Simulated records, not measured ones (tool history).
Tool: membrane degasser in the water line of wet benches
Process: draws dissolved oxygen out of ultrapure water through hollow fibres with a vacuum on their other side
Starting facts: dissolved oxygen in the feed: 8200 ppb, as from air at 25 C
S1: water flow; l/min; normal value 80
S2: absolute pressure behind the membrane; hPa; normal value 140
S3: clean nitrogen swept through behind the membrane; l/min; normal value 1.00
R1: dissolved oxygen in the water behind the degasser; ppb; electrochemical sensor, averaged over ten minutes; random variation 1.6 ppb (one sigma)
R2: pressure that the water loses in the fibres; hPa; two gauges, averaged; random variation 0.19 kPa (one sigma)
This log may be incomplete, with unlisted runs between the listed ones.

run    hour   S1   S2    S3      R1     R2
  1     0.0   80  140  1.00  1289.2  413.7
  2   176.0   80  140  1.00  1288.9  414.3
  3   388.5   80  153  1.00  1423.3  416.6
  4   490.2   80  140  0.88  1395.3  417.3
  5   589.9   80  116  1.00  1030.7  416.3
  6   742.5   80  116  1.00  1030.6  416.0
  7   990.1   80  116  1.00  1031.2  418.5
  8  1180.0   80  140  1.00  1291.6  418.4
  9  1292.1   80  140  1.00  1293.9  414.5
 10  1498.3   80  140  0.89  1384.3  419.6
 11  1697.4   80  140  0.89  1388.5  418.4
 12  1826.0   56  140  0.89  1108.1  291.9
 13  1955.6   56  140  0.89  1105.4  293.3
 14  2073.9   56  140  0.89  1108.1  297.5
 15  2211.7   63  119  1.07   873.0  331.2
 16  2366.4   87  124  0.92  1249.5  460.1
 17  2539.1   87  124  0.92  1248.2  459.6
 18  2771.8  113  201  0.92  2398.7  595.8
 19  2966.6  102  201  0.41  3259.8  541.6
 20  3107.3   85  140  0.53  1884.1  446.3
 21  3261.5   64   91  0.53   941.5  333.9
 22  3444.9   64  345  0.53  3672.6  335.8
 23  3643.0   95  309  1.72  2242.4  504.8
 24  3779.1   89  249  1.72  1771.9  468.1
 25  3953.7   50  249  1.72  1179.1  269.6

Put back what was entered between runs (2 entries, withheld): which listed runs does each sit between, and how does the hidden state differ from the listed run before to the listed run after?
In the gap between runs 10 and 11: vacuum gauge calibrated (hour 1521.0)
  membrane still open, %: 97.3 -> 97.2; true pressure behind the membrane over the reading, kPa: 0.06 -> 0.08; air that leaks in behind the membrane, l/min: 0.0118 -> 0.0121
  measured less the result without the state, R1: +4.3 -> +6.7 ppb; R2: +11.3 -> +11.7 hPa
In the gap between runs 17 and 18: vacuum gauge calibrated, once more (hour 2578.9)
  membrane still open, %: 96.8 -> 96.7; true pressure behind the membrane over the reading, kPa: 0.1 -> 0.01; air that leaks in behind the membrane, l/min: 0.0136 -> 0.0139
  measured less the result without the state, R1: +10.2 -> -2.5 ppb; R2: +14.6 -> +19.8 hPa
